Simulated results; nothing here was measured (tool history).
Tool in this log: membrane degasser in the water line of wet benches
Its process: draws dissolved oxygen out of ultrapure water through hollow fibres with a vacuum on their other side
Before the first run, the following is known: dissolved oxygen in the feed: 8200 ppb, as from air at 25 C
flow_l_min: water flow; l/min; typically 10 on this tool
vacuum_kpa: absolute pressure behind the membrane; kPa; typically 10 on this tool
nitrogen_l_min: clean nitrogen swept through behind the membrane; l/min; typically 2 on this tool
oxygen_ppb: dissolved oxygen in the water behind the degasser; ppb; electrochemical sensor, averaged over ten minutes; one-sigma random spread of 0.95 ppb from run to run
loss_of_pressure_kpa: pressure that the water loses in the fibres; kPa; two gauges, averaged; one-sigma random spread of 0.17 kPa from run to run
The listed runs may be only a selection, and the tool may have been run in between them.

run	day	flow_l_min	vacuum_kpa	nitrogen_l_min	oxygen_ppb	loss_of_pressure_kpa
1	0	10	10	2	91.5	25.75
2	2.058	13	10	2	129	33.91
3	3.892	13	10	2	128.4	33.82
4	5.588	10	10	5.27	40	26.19
5	7.383	10	10	5.27	40.6	25.98
6	8.954	10	10	5.27	39.4	26.17
7	11.088	10	10	2	90.5	26.04
8	13.492	10	10	2	92.5	26.01
9	14.796	10	10	2	90.2	26.13
10	17.45	10	10	2	92.3	26.06
11	19.329	10	10	2	92.3	26.11
12	20.817	10	10	2	92.2	26.24
13	22.267	10	10	2	92.2	26.03
14	24.121	10	10	2	90.9	26.02
15	26.296	10	10	2	91.6	25.96
16	27.779	10	7.7	2	63.1	26.25
17	30.188	10	10	3.57	55.7	25.87
18	31.729	8	9.6	1.09	116.8	21.01
19	34.692	11	21.1	2	248.7	28.49
20	37.412	6	8.7	5.2	17.3	15.52
21	39.254	6	10	2.69	39.6	15.48
22	41.658	11	10	1.69	119.1	28.7
23	44	8	8.1	1.91	54.3	20.81
24	45.954	12	16.6	2.13	194.7	31.3
25	48.958	7	10.2	3.92	33.7	18.16
26	51.346	16	7.9	2	135	42.1
27	54.154	13	9.7	2	123.5	34.06
28	56.342	13	7.5	2	89.8	34.1
29	59.433	13	7.5	2	92.1	34
30	61.446	13	7.5	2	91.7	34.22
31	64	13	7.5	2	90.7	34.1
32	66.771	9	6.6	2.92	31.5	23.63
33	69.196	8	12	3.99	47.4	21.19
34	71.808	12	10	1.12	186.5	31.53

Selected run-to-run steps in oxygen_ppb, each split into two signed amounts: the part the tool would show with no hidden state at all (from settings, incoming material and random variation), and the remainder, which goes to the hidden state together with any gauge scatter not common to the measured and the hidden-state-free results:
The hidden state here: membrane still open, %; true pressure behind the membrane over the reading, kPa; air that leaks in behind the membrane, l/min; drift of the gauge itself on oxygen_ppb, %; drift of the gauge itself on loss_of_pressure_kpa, %.
Run 19 -> 20: flow_l_min 11 -> 6, vacuum_kpa 21.1 -> 8.7, nitrogen_l_min 2 -> 5.2. oxygen_ppb -231.4 ppb: hidden state -3.4, all else -228.
Run 23 -> 24: flow_l_min 8 -> 12, vacuum_kpa 8.1 -> 16.6, nitrogen_l_min 1.91 -> 2.13. oxygen_ppb +140.4 ppb: hidden state +2, all else +138.4.
Run 24 -> 25: flow_l_min 12 -> 7, vacuum_kpa 16.6 -> 10.2, nitrogen_l_min 2.13 -> 3.92. oxygen_ppb -161 ppb: hidden state -2.6, all else -158.4.
Run 33 -> 34: flow_l_min 8 -> 12, vacuum_kpa 12 -> 10, nitrogen_l_min 3.99 -> 1.12. oxygen_ppb +139.1 ppb: hidden state +3.2, all else +135.9.
